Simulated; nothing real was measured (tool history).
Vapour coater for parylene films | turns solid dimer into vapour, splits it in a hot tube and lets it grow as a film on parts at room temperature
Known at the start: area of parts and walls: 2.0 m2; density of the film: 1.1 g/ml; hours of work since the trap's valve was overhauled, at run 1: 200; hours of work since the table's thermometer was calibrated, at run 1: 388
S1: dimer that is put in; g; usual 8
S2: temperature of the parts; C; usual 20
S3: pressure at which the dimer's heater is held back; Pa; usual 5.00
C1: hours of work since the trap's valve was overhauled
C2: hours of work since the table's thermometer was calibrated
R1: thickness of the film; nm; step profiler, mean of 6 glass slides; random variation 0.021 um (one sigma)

{"run": 1, "hour": 0.0, "S1": 8, "S2": 20, "S3": 5.0, "C1": 200, "C2": 388, "R1": 2610}
{"run": 2, "hour": 37.7, "S1": 8, "S2": 31, "S3": 5.0, "C1": 233, "C2": 421, "R1": 1770}
{"run": 3, "hour": 102.0, "S1": 5, "S2": 20, "S3": 5.0, "C1": 289, "C2": 478, "R1": 1630}
{"run": 4, "hour": 166.8, "S1": 8, "S2": 20, "S3": 2.36, "C1": 346, "C2": 535, "R1": 3060}
{"run": 5, "hour": 200.1, "S1": 6, "S2": 20, "S3": 5.0, "C1": 375, "C2": 564, "R1": 1920}
{"run": 6, "hour": 256.4, "S1": 6, "S2": 20, "S3": 5.0, "C1": 424, "C2": 613, "R1": 1900}
{"hour": 308.1, "done": "trap's valve overhauled"}
{"run": 7, "hour": 308.1, "S1": 6, "S2": 20, "S3": 5.0, "C1": 0, "C2": 655, "R1": 2060}
{"run": 8, "hour": 369.1, "S1": 6, "S2": 20, "S3": 3.59, "C1": 53, "C2": 709, "R1": 2160}
{"run": 9, "hour": 421.3, "S1": 8, "S2": 20, "S3": 9.57, "C1": 99, "C2": 754, "R1": 2350}
{"run": 10, "hour": 484.5, "S1": 8, "S2": 20, "S3": 9.57, "C1": 155, "C2": 810, "R1": 2270}
{"run": 11, "hour": 536.0, "S1": 8, "S2": 20, "S3": 9.57, "C1": 200, "C2": 855, "R1": 2280}
{"run": 12, "hour": 572.3, "S1": 8, "S2": 20, "S3": 9.57, "C1": 232, "C2": 887, "R1": 2250}
{"run": 13, "hour": 603.5, "S1": 8, "S2": 20, "S3": 5.0, "C1": 259, "C2": 914, "R1": 2620}
{"run": 14, "hour": 670.3, "S1": 8, "S2": 20, "S3": 5.0, "C1": 318, "C2": 973, "R1": 2620}
{"run": 15, "hour": 738.1, "S1": 8, "S2": 20, "S3": 5.0, "C1": 377, "C2": 1032, "R1": 2540}
{"run": 16, "hour": 787.9, "S1": 8, "S2": 20, "S3": 5.0, "C1": 421, "C2": 1076, "R1": 2510}
{"run": 17, "hour": 832.7, "S1": 8, "S2": 20, "S3": 5.0, "C1": 460, "C2": 1115, "R1": 2560}
{"hour": 845.6, "done": "trap's valve overhauled"}
{"run": 18, "hour": 875.7, "S1": 8, "S2": 20, "S3": 5.0, "C1": 26, "C2": 1149, "R1": 2720}
{"run": 19, "hour": 916.4, "S1": 8, "S2": 20, "S3": 5.0, "C1": 62, "C2": 1185, "R1": 2690}
{"run": 20, "hour": 965.5, "S1": 8, "S2": 20, "S3": 5.0, "C1": 105, "C2": 1228, "R1": 2680}
{"run": 21, "hour": 1019.4, "S1": 9, "S2": 26, "S3": 6.1, "C1": 152, "C2": 1275, "R1": 2310}
{"run": 22, "hour": 1048.3, "S1": 4, "S2": 23, "S3": 6.26, "C1": 178, "C2": 1301, "R1": 1100}
{"run": 23, "hour": 1079.5, "S1": 4, "S2": 23, "S3": 6.26, "C1": 205, "C2": 1328, "R1": 1100}
{"run": 24, "hour": 1138.6, "S1": 4, "S2": 15, "S3": 2.7, "C1": 257, "C2": 1380, "R1": 1670}
{"run": 25, "hour": 1195.5, "S1": 3, "S2": 16, "S3": 9.76, "C1": 307, "C2": 1430, "R1": 960}
{"run": 26, "hour": 1230.0, "S1": 3, "S2": 16, "S3": 9.76, "C1": 337, "C2": 1460, "R1": 950}
{"run": 27, "hour": 1270.3, "S1": 3, "S2": 16, "S3": 9.76, "C1": 372, "C2": 1495, "R1": 940}
{"run": 28, "hour": 1303.4, "S1": 8, "S2": 30, "S3": 3.65, "C1": 402, "C2": 1525, "R1": 1850}
{"run": 29, "hour": 1361.3, "S1": 6, "S2": 13, "S3": 4.14, "C1": 452, "C2": 1575, "R1": 2460}
{"hour": 1381.4, "done": "trap's valve overhauled"}
{"run": 30, "hour": 1433.2, "S1": 6, "S2": 13, "S3": 4.14, "C1": 45, "C2": 1635, "R1": 2670}
{"run": 31, "hour": 1462.3, "S1": 9, "S2": 17, "S3": 9.03, "C1": 71, "C2": 1660, "R1": 2890}
{"run": 32, "hour": 1505.8, "S1": 9, "S2": 17, "S3": 9.03, "C1": 109, "C2": 1699, "R1": 2890}
{"run": 33, "hour": 1540.5, "S1": 8, "S2": 20, "S3": 6.32, "C1": 139, "C2": 1729, "R1": 2470}
{"run": 34, "hour": 1605.6, "S1": 8, "S2": 20, "S3": 8.68, "C1": 197, "C2": 1786, "R1": 2250}
{"run": 35, "hour": 1636.2, "S1": 8, "S2": 20, "S3": 8.68, "C1": 223, "C2": 1813, "R1": 2250}
{"run": 36, "hour": 1690.3, "S1": 10, "S2": 26, "S3": 6.61, "C1": 271, "C2": 1860, "R1": 2400}
{"run": 37, "hour": 1736.8, "S1": 5, "S2": 20, "S3": 3.0, "C1": 312, "C2": 1901, "R1": 1800}
{"run": 38, "hour": 1775.1, "S1": 5, "S2": 20, "S3": 3.0, "C1": 345, "C2": 1935, "R1": 1770}

3 ways to go on from here, each from the tool as it stands after run 38. What would each give?
{"run": "A", "hour": 1820.4, "S1": 5, "S2": 20, "S3": 5.0, "C1": 385, "C2": 1974, "R1": "?"}
{"run": "B", "hour": 1820.4, "S1": 8, "S2": 13, "S3": 5.0, "C1": 385, "C2": 1974, "R1": "?"}
{"run": "C", "hour": 1820.4, "S1": 8, "S2": 27, "S3": 2.12, "C1": 385, "C2": 1974, "R1": "?"}

run=A R1=1560
run=B R1=3220
run=C R1=2380
Without the tool's hidden state the same runs would have given:
run=A R1=1750
run=B R1=3560
run=C R1=2670

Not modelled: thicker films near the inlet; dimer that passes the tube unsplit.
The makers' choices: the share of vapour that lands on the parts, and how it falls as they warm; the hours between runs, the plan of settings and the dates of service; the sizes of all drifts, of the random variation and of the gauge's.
